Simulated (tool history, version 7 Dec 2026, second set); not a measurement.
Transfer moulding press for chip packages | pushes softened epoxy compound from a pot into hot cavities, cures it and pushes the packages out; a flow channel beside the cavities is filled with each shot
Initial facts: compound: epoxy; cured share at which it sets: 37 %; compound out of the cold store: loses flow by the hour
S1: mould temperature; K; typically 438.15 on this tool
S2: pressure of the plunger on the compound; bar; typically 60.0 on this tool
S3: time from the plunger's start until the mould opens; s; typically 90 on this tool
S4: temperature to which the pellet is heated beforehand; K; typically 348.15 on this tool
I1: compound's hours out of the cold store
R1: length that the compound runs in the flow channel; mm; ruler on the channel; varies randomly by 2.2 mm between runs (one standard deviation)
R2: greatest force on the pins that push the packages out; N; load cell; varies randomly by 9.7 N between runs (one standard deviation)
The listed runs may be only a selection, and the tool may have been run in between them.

| run | hour | S1 | S2 | S3 | S4 | I1 | R1 | R2 |
|---|---|---|---|---|---|---|---|---|
| 1 | 0.0 | 438.15 | 60.0 | 90 | 348.15 | 45.8 | 631 | 428 |
| 2 | 7.5 | 438.15 | 60.0 | 90 | 348.15 | 25.2 | 679 | 433 |
| 3 | 13.9 | 438.15 | 60.0 | 90 | 348.15 | 17.2 | 704 | 446 |
| 4 | 18.5 | 438.15 | 60.0 | 90 | 348.15 | 42.9 | 637 | 431 |
| 5 | 26.3 | 438.15 | 60.0 | 90 | 348.15 | 29.8 | 665 | 453 |
| 6 | 33.7 | 437.15 | 60.0 | 90 | 348.15 | 40.9 | 650 | 443 |
| 7 | 38.1 | 437.15 | 60.0 | 90 | 348.15 | 19.4 | 699 | 478 |
| 8 | 43.9 | 437.15 | 60.0 | 90 | 348.15 | 22.0 | 693 | 467 |
| 9 | 52.7 | 434.15 | 60.0 | 90 | 348.15 | 45.2 | 649 | 520 |
| 10 | 60.5 | 438.15 | 60.0 | 73 | 348.15 | 22.9 | 687 | 686 |
|  | 63.9 | cavities cleaned with cleaning compound and waxed |
| 11 | 66.0 | 438.15 | 64.8 | 90 | 348.15 | 17.0 | 727 | 453 |
| 12 | 73.0 | 430.15 | 50.2 | 74 | 348.15 | 9.2 | 694 | 1350 |
| 13 | 79.9 | 430.15 | 46.7 | 74 | 354.15 | 46.4 | 582 | 1111 |
| 14 | 88.5 | 430.15 | 46.7 | 74 | 354.15 | 29.4 | 619 | 1168 |
| 15 | 96.1 | 430.15 | 46.7 | 74 | 354.15 | 22.3 | 632 | 1236 |
| 16 | 105.6 | 443.15 | 52.5 | 77 | 353.15 | 41.8 | 582 | 441 |
| 17 | 114.4 | 443.15 | 49.8 | 78 | 339.15 | 16.5 | 625 | 455 |
| 18 | 119.2 | 438.15 | 60.0 | 90 | 338.15 | 18.9 | 697 | 464 |
| 19 | 127.1 | 438.15 | 60.0 | 90 | 338.15 | 34.4 | 651 | 442 |

What if the next run were any one of these 3? Each begins from the tool's condition after run 19:
| A | 134.7 | 438.15 | 60.0 | 80 | 348.15 | 21.2 | ? | ? |
| B | 134.7 | 438.15 | 62.7 | 90 | 345.15 | 29.2 | ? | ? |
| C | 134.7 | 438.15 | 67.7 | 90 | 338.15 | 24.2 | ? | ? |

| run | R1 | R2 |
|---|---|---|
| A | 688 | 555 |
| B | 684 | 446 |
| C | 727 | 445 |
With the hidden condition removed and each run's random variation left untouched, the same runs would have given:
| run | R1 | R2 |
|---|---|---|
| A | 688 | 551 |
| B | 684 | 443 |
| C | 728 | 442 |
